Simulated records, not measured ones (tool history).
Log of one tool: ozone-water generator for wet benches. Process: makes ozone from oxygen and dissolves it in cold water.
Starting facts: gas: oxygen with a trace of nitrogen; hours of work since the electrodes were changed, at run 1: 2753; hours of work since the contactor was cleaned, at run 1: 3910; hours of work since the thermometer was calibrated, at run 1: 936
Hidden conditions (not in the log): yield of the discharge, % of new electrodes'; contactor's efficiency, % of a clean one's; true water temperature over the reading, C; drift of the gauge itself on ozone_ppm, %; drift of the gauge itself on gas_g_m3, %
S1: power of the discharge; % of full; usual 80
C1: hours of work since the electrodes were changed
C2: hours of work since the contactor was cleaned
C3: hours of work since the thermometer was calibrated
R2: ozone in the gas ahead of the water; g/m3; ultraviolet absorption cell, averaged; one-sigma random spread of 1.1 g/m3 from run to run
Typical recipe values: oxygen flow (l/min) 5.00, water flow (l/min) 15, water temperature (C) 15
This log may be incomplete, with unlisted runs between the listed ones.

{"run": 1, "hour": 0.0, "S1": 80, "oxygen flow (l/min)": 5.0, "water flow (l/min)": 15, "water temperature (C)": 15, "C1": 2753, "C2": 3910, "C3": 936, "dissolved ozone (ppm)": 20.9, "R2": 178.6}
{"run": 2, "hour": 58.7, "S1": 95, "oxygen flow (l/min)": 5.0, "water flow (l/min)": 15, "water temperature (C)": 15, "C1": 2793, "C2": 3950, "C3": 977, "dissolved ozone (ppm)": 22.8, "R2": 199.5}
{"run": 3, "hour": 144.6, "S1": 80, "oxygen flow (l/min)": 5.0, "water flow (l/min)": 15, "water temperature (C)": 15, "C1": 2852, "C2": 4009, "C3": 1035, "dissolved ozone (ppm)": 20.4, "R2": 177.5}
{"run": 4, "hour": 251.2, "S1": 80, "oxygen flow (l/min)": 5.0, "water flow (l/min)": 15, "water temperature (C)": 15, "C1": 2925, "C2": 4082, "C3": 1108, "dissolved ozone (ppm)": 20.3, "R2": 178.2}
{"run": 5, "hour": 329.0, "S1": 80, "oxygen flow (l/min)": 5.0, "water flow (l/min)": 15, "water temperature (C)": 15, "C1": 2978, "C2": 4135, "C3": 1161, "dissolved ozone (ppm)": 20.5, "R2": 178.6}
{"hour": 456.4, "done": "contactor cleaned"}
{"run": 6, "hour": 456.4, "S1": 80, "oxygen flow (l/min)": 5.0, "water flow (l/min)": 15, "water temperature (C)": 15, "C1": 3062, "C2": 0, "C3": 1246, "dissolved ozone (ppm)": 20.8, "R2": 178.2}
{"run": 7, "hour": 551.2, "S1": 80, "oxygen flow (l/min)": 5.0, "water flow (l/min)": 13, "water temperature (C)": 15, "C1": 3127, "C2": 65, "C3": 1311, "dissolved ozone (ppm)": 23.5, "R2": 176.7}
{"run": 8, "hour": 649.8, "S1": 80, "oxygen flow (l/min)": 5.0, "water flow (l/min)": 15, "water temperature (C)": 15, "C1": 3195, "C2": 132, "C3": 1378, "dissolved ozone (ppm)": 20.5, "R2": 175.3}
{"run": 9, "hour": 731.6, "S1": 80, "oxygen flow (l/min)": 5.0, "water flow (l/min)": 15, "water temperature (C)": 15, "C1": 3251, "C2": 188, "C3": 1434, "dissolved ozone (ppm)": 20.7, "R2": 173.8}
{"run": 10, "hour": 837.6, "S1": 80, "oxygen flow (l/min)": 5.0, "water flow (l/min)": 20, "water temperature (C)": 15, "C1": 3323, "C2": 261, "C3": 1507, "dissolved ozone (ppm)": 16.2, "R2": 177.9}
{"run": 11, "hour": 915.6, "S1": 80, "oxygen flow (l/min)": 5.0, "water flow (l/min)": 18, "water temperature (C)": 15, "C1": 3376, "C2": 314, "C3": 1560, "dissolved ozone (ppm)": 17.3, "R2": 173.8}
{"run": 12, "hour": 1035.9, "S1": 73, "oxygen flow (l/min)": 5.0, "water flow (l/min)": 21, "water temperature (C)": 8, "C1": 3459, "C2": 397, "C3": 1642, "dissolved ozone (ppm)": 15.5, "R2": 164.2}
{"run": 13, "hour": 1129.2, "S1": 80, "oxygen flow (l/min)": 5.0, "water flow (l/min)": 15, "water temperature (C)": 8, "C1": 3523, "C2": 460, "C3": 1706, "dissolved ozone (ppm)": 22.6, "R2": 173.6}
{"run": 14, "hour": 1241.5, "S1": 81, "oxygen flow (l/min)": 5.0, "water flow (l/min)": 23, "water temperature (C)": 23, "C1": 3599, "C2": 537, "C3": 1783, "dissolved ozone (ppm)": 12.2, "R2": 174.4}
{"run": 15, "hour": 1343.7, "S1": 52, "oxygen flow (l/min)": 5.62, "water flow (l/min)": 15, "water temperature (C)": 15, "C1": 3669, "C2": 607, "C3": 1853, "dissolved ozone (ppm)": 15.7, "R2": 125.1}
{"run": 16, "hour": 1476.3, "S1": 52, "oxygen flow (l/min)": 5.62, "water flow (l/min)": 15, "water temperature (C)": 15, "C1": 3760, "C2": 698, "C3": 1944, "dissolved ozone (ppm)": 15.7, "R2": 124.9}
{"run": 17, "hour": 1610.0, "S1": 77, "oxygen flow (l/min)": 5.0, "water flow (l/min)": 19, "water temperature (C)": 15, "C1": 3852, "C2": 789, "C3": 2035, "dissolved ozone (ppm)": 16.1, "R2": 169.7}
{"run": 18, "hour": 1740.5, "S1": 62, "oxygen flow (l/min)": 4.06, "water flow (l/min)": 15, "water temperature (C)": 15, "C1": 3941, "C2": 879, "C3": 2125, "dissolved ozone (ppm)": 16.3, "R2": 159.8}
{"run": 19, "hour": 1867.0, "S1": 80, "oxygen flow (l/min)": 5.0, "water flow (l/min)": 15, "water temperature (C)": 11, "C1": 4027, "C2": 965, "C3": 2211, "dissolved ozone (ppm)": 21.3, "R2": 171.9}
{"run": 20, "hour": 1930.8, "S1": 99, "oxygen flow (l/min)": 3.81, "water flow (l/min)": 15, "water temperature (C)": 7, "C1": 4071, "C2": 1009, "C3": 2255, "dissolved ozone (ppm)": 24.2, "R2": 218.6}
{"run": 21, "hour": 2052.2, "S1": 87, "oxygen flow (l/min)": 2.67, "water flow (l/min)": 15, "water temperature (C)": 17, "C1": 4154, "C2": 1092, "C3": 2338, "dissolved ozone (ppm)": 18.1, "R2": 231.8}
{"run": 22, "hour": 2184.0, "S1": 80, "oxygen flow (l/min)": 5.0, "water flow (l/min)": 17, "water temperature (C)": 15, "C1": 4244, "C2": 1182, "C3": 2428, "dissolved ozone (ppm)": 17.9, "R2": 171.6}

Below are 5 alternative next runs, each starting from the tool's condition after run 22. Predict each:
{"run": "A", "hour": 2299.3, "S1": 59, "oxygen flow (l/min)": 8.43, "water flow (l/min)": 15, "water temperature (C)": 23, "C1": 4323, "C2": 1261, "C3": 2507, "dissolved ozone (ppm)": "?", "R2": "?"}
{"run": "B", "hour": 2299.3, "S1": 80, "oxygen flow (l/min)": 5.0, "water flow (l/min)": 23, "water temperature (C)": 9, "C1": 4323, "C2": 1261, "C3": 2507, "dissolved ozone (ppm)": "?", "R2": "?"}
{"run": "C", "hour": 2299.3, "S1": 59, "oxygen flow (l/min)": 5.0, "water flow (l/min)": 21, "water temperature (C)": 15, "C1": 4323, "C2": 1261, "C3": 2507, "dissolved ozone (ppm)": "?", "R2": "?"}
{"run": "D", "hour": 2299.3, "S1": 43, "oxygen flow (l/min)": 3.46, "water flow (l/min)": 17, "water temperature (C)": 10, "C1": 4323, "C2": 1261, "C3": 2507, "dissolved ozone (ppm)": "?", "R2": "?"}
{"run": "E", "hour": 2299.3, "S1": 76, "oxygen flow (l/min)": 5.0, "water flow (l/min)": 13, "water temperature (C)": 12, "C1": 4323, "C2": 1261, "C3": 2507, "dissolved ozone (ppm)": "?", "R2": "?"}

run=A dissolved_ozone_(ppm)=14.2 R2=114.7
run=B dissolved_ozone_(ppm)=14.1 R2=170.9
run=C dissolved_ozone_(ppm)=11.8 R2=139.9
run=D dissolved_ozone_(ppm)=12.0 R2=131.4
run=E dissolved_ozone_(ppm)=22.7 R2=165.4
What these runs would have given with no unlogged condition in the tool:
run=A dissolved_ozone_(ppm)=16.0 R2=127.3
run=B dissolved_ozone_(ppm)=16.4 R2=194.1
run=C dissolved_ozone_(ppm)=13.4 R2=155.1
run=D dissolved_ozone_(ppm)=13.2 R2=142.1
run=E dissolved_ozone_(ppm)=26.2 R2=187.2

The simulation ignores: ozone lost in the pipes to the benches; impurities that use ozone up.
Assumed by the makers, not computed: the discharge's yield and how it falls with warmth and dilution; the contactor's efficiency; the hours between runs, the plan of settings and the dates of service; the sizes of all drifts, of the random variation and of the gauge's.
